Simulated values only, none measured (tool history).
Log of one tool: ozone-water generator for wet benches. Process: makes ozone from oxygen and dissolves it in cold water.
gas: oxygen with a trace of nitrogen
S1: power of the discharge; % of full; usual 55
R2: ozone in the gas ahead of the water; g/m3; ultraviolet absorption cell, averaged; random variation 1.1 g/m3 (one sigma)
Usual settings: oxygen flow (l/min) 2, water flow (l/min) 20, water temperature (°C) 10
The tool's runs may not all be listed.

run 1 hour=0 | S1=55 oxygen_flow_(l/min)=2 water_flow_(l/min)=20 water_temperature_(°C)=10 | dissolved_ozone_(ppm)=11.9 R2=187.4
run 2 hour=33.6 | S1=55 oxygen_flow_(l/min)=2 water_flow_(l/min)=20 water_temperature_(°C)=10 | dissolved_ozone_(ppm)=11.7 R2=187.4
run 3 hour=60.5 | S1=55 oxygen_flow_(l/min)=2 water_flow_(l/min)=20 water_temperature_(°C)=10 | dissolved_ozone_(ppm)=11.9 R2=184.5
run 4 hour=99.9 | S1=66 oxygen_flow_(l/min)=2 water_flow_(l/min)=20 water_temperature_(°C)=10 | dissolved_ozone_(ppm)=13.2 R2=213.1
run 5 hour=126.9 | S1=66 oxygen_flow_(l/min)=2 water_flow_(l/min)=20 water_temperature_(°C)=10 | dissolved_ozone_(ppm)=13.3 R2=212.4
run 6 hour=173.7 | S1=66 oxygen_flow_(l/min)=2 water_flow_(l/min)=20 water_temperature_(°C)=10 | dissolved_ozone_(ppm)=13.4 R2=214.4
run 7 hour=223 | S1=55 oxygen_flow_(l/min)=2.08 water_flow_(l/min)=20 water_temperature_(°C)=10 | dissolved_ozone_(ppm)=11.7 R2=184.4
run 8 hour=249.8 | S1=49 oxygen_flow_(l/min)=2 water_flow_(l/min)=20 water_temperature_(°C)=10 | dissolved_ozone_(ppm)=10.6 R2=172.2
run 9 hour=293.1 | S1=49 oxygen_flow_(l/min)=2 water_flow_(l/min)=20 water_temperature_(°C)=10 | dissolved_ozone_(ppm)=10.8 R2=169.3
run 10 hour=331.4 | S1=55 oxygen_flow_(l/min)=2 water_flow_(l/min)=20 water_temperature_(°C)=10 | dissolved_ozone_(ppm)=11.6 R2=186.4
run 11 hour=380.4 | S1=51 oxygen_flow_(l/min)=2 water_flow_(l/min)=20 water_temperature_(°C)=10 | dissolved_ozone_(ppm)=10.8 R2=174.9
run 12 hour=409.1 | S1=51 oxygen_flow_(l/min)=2 water_flow_(l/min)=20 water_temperature_(°C)=10 | dissolved_ozone_(ppm)=10.9 R2=174
run 13 hour=434.1 | S1=55 oxygen_flow_(l/min)=2 water_flow_(l/min)=20 water_temperature_(°C)=10 | dissolved_ozone_(ppm)=11.7 R2=184.1
run 14 hour=480.6 | S1=55 oxygen_flow_(l/min)=2 water_flow_(l/min)=20 water_temperature_(°C)=10 | dissolved_ozone_(ppm)=11.4 R2=185
run 15 hour=526.9 | S1=62 oxygen_flow_(l/min)=2 water_flow_(l/min)=27 water_temperature_(°C)=6 | dissolved_ozone_(ppm)=9.6 R2=200.8
run 16 hour=572.2 | S1=97 oxygen_flow_(l/min)=1.04 water_flow_(l/min)=22 water_temperature_(°C)=8 | dissolved_ozone_(ppm)=13.2 R2=409.5
run 17 hour=610.4 | S1=81 oxygen_flow_(l/min)=1.04 water_flow_(l/min)=22 water_temperature_(°C)=7 | dissolved_ozone_(ppm)=11.8 R2=358
run 18 hour=631.6 | S1=81 oxygen_flow_(l/min)=1.04 water_flow_(l/min)=22 water_temperature_(°C)=7 | dissolved_ozone_(ppm)=12 R2=356.4
run 19 hour=664 | S1=81 oxygen_flow_(l/min)=1.04 water_flow_(l/min)=22 water_temperature_(°C)=7 | dissolved_ozone_(ppm)=11.6 R2=359.9
run 20 hour=697 | S1=92 oxygen_flow_(l/min)=3.21 water_flow_(l/min)=27 water_temperature_(°C)=14 | dissolved_ozone_(ppm)=13.6 R2=201.9
run 21 hour=739 | S1=89 oxygen_flow_(l/min)=2 water_flow_(l/min)=20 water_temperature_(°C)=10 | dissolved_ozone_(ppm)=16.1 R2=259
run 22 hour=781.9 | S1=42 oxygen_flow_(l/min)=1.48 water_flow_(l/min)=14 water_temperature_(°C)=17 | dissolved_ozone_(ppm)=11.7 R2=180
run 23 hour=808.5 | S1=47 oxygen_flow_(l/min)=1.48 water_flow_(l/min)=14 water_temperature_(°C)=17 | dissolved_ozone_(ppm)=12.6 R2=195.8
run 24 hour=837 | S1=52 oxygen_flow_(l/min)=3.59 water_flow_(l/min)=19 water_temperature_(°C)=6 | dissolved_ozone_(ppm)=13.1 R2=124.8
run 25 hour=880.7 | S1=58 oxygen_flow_(l/min)=2.63 water_flow_(l/min)=19 water_temperature_(°C)=16 | dissolved_ozone_(ppm)=12.2 R2=162.4
run 26 hour=905.9 | S1=58 oxygen_flow_(l/min)=2.63 water_flow_(l/min)=19 water_temperature_(°C)=16 | dissolved_ozone_(ppm)=12.5 R2=159.8
run 27 hour=947.2 | S1=66 oxygen_flow_(l/min)=2 water_flow_(l/min)=20 water_temperature_(°C)=14 | dissolved_ozone_(ppm)=12.5 R2=209

Forecast each of these 3 alternatives for the next run:
run A hour=969.1 | S1=55 oxygen_flow_(l/min)=2.39 water_flow_(l/min)=30 water_temperature_(°C)=11 | dissolved_ozone_(ppm)=? R2=?
run B hour=969.1 | S1=66 oxygen_flow_(l/min)=2.06 water_flow_(l/min)=20 water_temperature_(°C)=8 | dissolved_ozone_(ppm)=? R2=?
run C hour=969.1 | S1=66 oxygen_flow_(l/min)=2 water_flow_(l/min)=20 water_temperature_(°C)=13 | dissolved_ozone_(ppm)=? R2=?

run=A dissolved_ozone_(ppm)=7.8 R2=165.2
run=B dissolved_ozone_(ppm)=13.5 R2=204.7
run=C dissolved_ozone_(ppm)=12.6 R2=206.9
Without the tool's hidden state the same runs would have given:
run=A dissolved_ozone_(ppm)=8.3 R2=172.9
run=B dissolved_ozone_(ppm)=14.6 R2=215.8
run=C dissolved_ozone_(ppm)=13.6 R2=218.3

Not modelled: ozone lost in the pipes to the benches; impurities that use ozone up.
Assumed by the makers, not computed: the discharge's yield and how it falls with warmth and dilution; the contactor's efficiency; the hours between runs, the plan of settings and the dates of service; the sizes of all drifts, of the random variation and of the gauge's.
